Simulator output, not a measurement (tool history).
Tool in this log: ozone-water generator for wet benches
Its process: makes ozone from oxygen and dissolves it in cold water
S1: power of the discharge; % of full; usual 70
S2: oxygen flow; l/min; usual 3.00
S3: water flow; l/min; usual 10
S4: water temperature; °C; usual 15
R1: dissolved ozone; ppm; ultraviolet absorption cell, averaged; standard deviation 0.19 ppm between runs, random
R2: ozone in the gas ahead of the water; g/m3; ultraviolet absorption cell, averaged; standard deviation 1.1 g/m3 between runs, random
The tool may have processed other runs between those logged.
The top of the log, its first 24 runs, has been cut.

run 25 hour=2677.8 | S1=73 S2=1.86 S3=7 S4=15 | R1=35.3 R2=286.1
run 26 hour=2837.7 | S1=70 S2=3.06 S3=6 S4=15 | R1=35.6 R2=208.7
run 27 hour=2921.3 | S1=70 S2=3.06 S3=6 S4=15 | R1=36.0 R2=206.7
run 28 hour=3001.3 | S1=70 S2=3.06 S3=6 S4=15 | R1=35.6 R2=206.4
run 29 hour=3100.8 | S1=77 S2=1.97 S3=10 S4=15 | R1=28.0 R2=286.5
run 30 hour=3245.0 | S1=77 S2=1.97 S3=10 S4=15 | R1=28.0 R2=287.2
run 31 hour=3371.5 | S1=77 S2=1.97 S3=10 S4=15 | R1=28.3 R2=287.2
run 32 hour=3446.6 | S1=82 S2=3.52 S3=13 S4=21 | R1=22.6 R2=213.9

What if the next run were any one of these 5? Each begins from the tool's condition after run 32:
run A hour=3558.8 | S1=99 S2=1.93 S3=14 S4=15 | R1=? R2=?
run B hour=3558.8 | S1=40 S2=1.76 S3=13 S4=20 | R1=? R2=?
run C hour=3558.8 | S1=48 S2=3.00 S3=11 S4=15 | R1=? R2=?
run D hour=3558.8 | S1=73 S2=2.80 S3=10 S4=9 | R1=? R2=?
run E hour=3558.8 | S1=75 S2=3.00 S3=10 S4=15 | R1=? R2=?

run=A R1=25.7 R2=347.3
run=B R1=13.3 R2=191.6
run=C R1=18.9 R2=158.6
run=D R1=29.3 R2=224.6
run=E R1=27.9 R2=220.6
With no hidden state in the tool, these same runs would have given:
run=A R1=25.8 R2=340.0
run=B R1=13.3 R2=187.4
run=C R1=19.0 R2=155.1
run=D R1=29.3 R2=219.8
run=E R1=27.9 R2=215.9
